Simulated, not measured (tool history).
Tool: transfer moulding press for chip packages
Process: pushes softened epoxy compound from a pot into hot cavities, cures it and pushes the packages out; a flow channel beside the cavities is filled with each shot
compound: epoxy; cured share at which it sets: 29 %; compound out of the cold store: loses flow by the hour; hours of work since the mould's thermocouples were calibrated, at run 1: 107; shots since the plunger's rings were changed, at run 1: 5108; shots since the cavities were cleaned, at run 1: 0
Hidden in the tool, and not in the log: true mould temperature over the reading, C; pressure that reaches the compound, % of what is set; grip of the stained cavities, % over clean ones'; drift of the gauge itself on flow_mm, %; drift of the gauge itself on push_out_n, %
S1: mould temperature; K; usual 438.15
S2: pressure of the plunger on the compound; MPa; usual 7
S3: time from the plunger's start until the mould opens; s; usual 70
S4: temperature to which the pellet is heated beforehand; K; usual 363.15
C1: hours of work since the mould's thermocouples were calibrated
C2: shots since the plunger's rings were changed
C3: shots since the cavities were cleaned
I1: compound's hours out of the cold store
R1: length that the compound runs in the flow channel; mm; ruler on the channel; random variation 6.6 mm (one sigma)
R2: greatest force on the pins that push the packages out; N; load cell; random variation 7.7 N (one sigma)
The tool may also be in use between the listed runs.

run 1 hour=0 | S1=438.15 S2=7 S3=70 S4=363.15 | C1=107 C2=5108 C3=0 | I1=27.3 | R1=710 R2=362
run 2 hour=21.8 | S1=438.15 S2=7 S3=70 S4=371.15 | C1=120 C2=5376 C3=268 | I1=12.9 | R1=741 R2=446
run 3 hour=36.4 | S1=438.15 S2=7 S3=70 S4=371.15 | C1=128 C2=5554 C3=446 | I1=26.8 | R1=716 R2=469
run 4 hour=56.7 | S1=438.15 S2=7 S3=70 S4=363.15 | C1=140 C2=5804 C3=696 | I1=42.9 | R1=676 R2=528
-- hour=71.9 cavities cleaned with cleaning compound and waxed
run 5 hour=85.5 | S1=438.15 S2=7 S3=70 S4=363.15 | C1=155 C2=6139 C3=166 | I1=44.9 | R1=659 R2=626
-- hour=109.3 plunger's sealing rings changed
run 6 hour=110 | S1=438.15 S2=7 S3=70 S4=363.15 | C1=168 C2=8 C3=436 | I1=39.1 | R1=726 R2=689
run 7 hour=137.9 | S1=438.15 S2=7 S3=55 S4=363.15 | C1=183 C2=350 C3=778 | I1=35.1 | R1=741 R2=1195
-- hour=147.2 cavities cleaned with cleaning compound and waxed
run 8 hour=160.2 | S1=438.15 S2=7 S3=55 S4=363.15 | C1=195 C2=606 C3=160 | I1=28.9 | R1=763 R2=752
run 9 hour=178.8 | S1=438.15 S2=7 S3=55 S4=363.15 | C1=206 C2=834 C3=388 | I1=37.8 | R1=728 R2=900
run 10 hour=201 | S1=438.15 S2=7 S3=55 S4=363.15 | C1=219 C2=1107 C3=661 | I1=42.9 | R1=721 R2=966
-- hour=219.4 cavities cleaned with cleaning compound and waxed
run 11 hour=220.7 | S1=438.15 S2=5.43 S3=55 S4=363.15 | C1=229 C2=1330 C3=16 | I1=36.3 | R1=637 R2=596
run 12 hour=254.7 | S1=438.15 S2=5.43 S3=55 S4=363.15 | C1=248 C2=1748 C3=434 | I1=43.7 | R1=621 R2=865
-- hour=270.7 cavities cleaned with cleaning compound and waxed, once more
run 13 hour=281 | S1=438.15 S2=5.43 S3=55 S4=363.15 | C1=262 C2=2053 C3=126 | I1=23.2 | R1=675 R2=725
run 14 hour=301.1 | S1=438.15 S2=5.43 S3=55 S4=363.15 | C1=274 C2=2300 C3=373 | I1=15.5 | R1=682 R2=927
run 15 hour=323.5 | S1=446.15 S2=7 S3=70 S4=363.15 | C1=287 C2=2574 C3=647 | I1=28.5 | R1=714 R2=399
-- hour=343.3 cavities cleaned with cleaning compound and waxed
run 16 hour=349.9 | S1=440.15 S2=7 S3=101 S4=363.15 | C1=301 C2=2880 C3=80 | I1=43.1 | R1=695 R2=284
run 17 hour=380.8 | S1=438.15 S2=8.73 S3=51 S4=363.15 | C1=318 C2=3259 C3=459 | I1=27.4 | R1=812 R2=1105
run 18 hour=398.9 | S1=438.15 S2=8.73 S3=51 S4=363.15 | C1=329 C2=3482 C3=682 | I1=32.9 | R1=813 R2=1238
-- hour=417.6 cavities cleaned with cleaning compound and waxed
run 19 hour=427.2 | S1=438.15 S2=5.33 S3=70 S4=363.15 | C1=344 C2=3811 C3=119 | I1=33.6 | R1=617 R2=366
run 20 hour=453.5 | S1=438.15 S2=5.33 S3=70 S4=363.15 | C1=359 C2=4134 C3=442 | I1=19.9 | R1=653 R2=487
-- hour=458.5 mould's thermocouples calibrated
run 21 hour=475.6 | S1=438.15 S2=8.4 S3=70 S4=361.15 | C1=10 C2=4380 C3=688 | I1=15.7 | R1=828 R2=579
-- hour=492.6 cavities cleaned with cleaning compound and waxed
run 22 hour=492.8 | S1=434.15 S2=6.46 S3=104 S4=364.15 | C1=19 C2=4573 C3=3 | I1=45.3 | R1=657 R2=244
run 23 hour=516.6 | S1=440.15 S2=7 S3=70 S4=363.15 | C1=32 C2=4865 C3=295 | I1=24.3 | R1=710 R2=405
run 24 hour=533.1 | S1=438.15 S2=7 S3=56 S4=359.15 | C1=42 C2=5068 C3=498 | I1=42.1 | R1=674 R2=884
run 25 hour=547 | S1=439.15 S2=7 S3=56 S4=355.15 | C1=50 C2=5238 C3=668 | I1=42 | R1=699 R2=911
-- hour=565.3 cavities cleaned with cleaning compound and waxed
run 26 hour=580.9 | S1=439.15 S2=7 S3=56 S4=353.15 | C1=68 C2=5636 C3=191 | I1=8 | R1=755 R2=823
run 27 hour=609.5 | S1=439.15 S2=7 S3=56 S4=353.15 | C1=84 C2=5988 C3=543 | I1=20.4 | R1=715 R2=987
run 28 hour=634.8 | S1=445.15 S2=7 S3=86 S4=363.15 | C1=99 C2=6299 C3=854 | I1=33.1 | R1=685 R2=406
-- hour=638.7 cavities cleaned with cleaning compound and waxed
-- hour=647.3 plunger's sealing rings changed
run 29 hour=661.2 | S1=436.15 S2=7 S3=66 S4=363.15 | C1=111 C2=171 C3=246 | I1=33.5 | R1=755 R2=567

Hidden state or all else? Some run-to-run changes of R1, split into what the settings, what came in and random variation would give without the hidden state, and what is left for the hidden state (with any gauge scatter that isn't in both results):
Run 5 -> 6: plunger's sealing rings changed. R1 +67 mm: hidden state +56, all else +11.
Run 18 -> 19: S2 8.73 -> 5.33, S3 51 -> 70, cavities cleaned with cleaning compound and waxed. R1 -196 mm: hidden state +6, all else -202.
Run 20 -> 21: S2 5.33 -> 8.4, S4 363.15 -> 361.15, mould's thermocouples calibrated. R1 +175 mm: hidden state -12, all else +187.
Run 28 -> 29: S1 445.15 -> 436.15, S3 86 -> 66, cavities cleaned with cleaning compound and waxed, plunger's sealing rings changed. R1 +70 mm: hidden state +60, all else +10.

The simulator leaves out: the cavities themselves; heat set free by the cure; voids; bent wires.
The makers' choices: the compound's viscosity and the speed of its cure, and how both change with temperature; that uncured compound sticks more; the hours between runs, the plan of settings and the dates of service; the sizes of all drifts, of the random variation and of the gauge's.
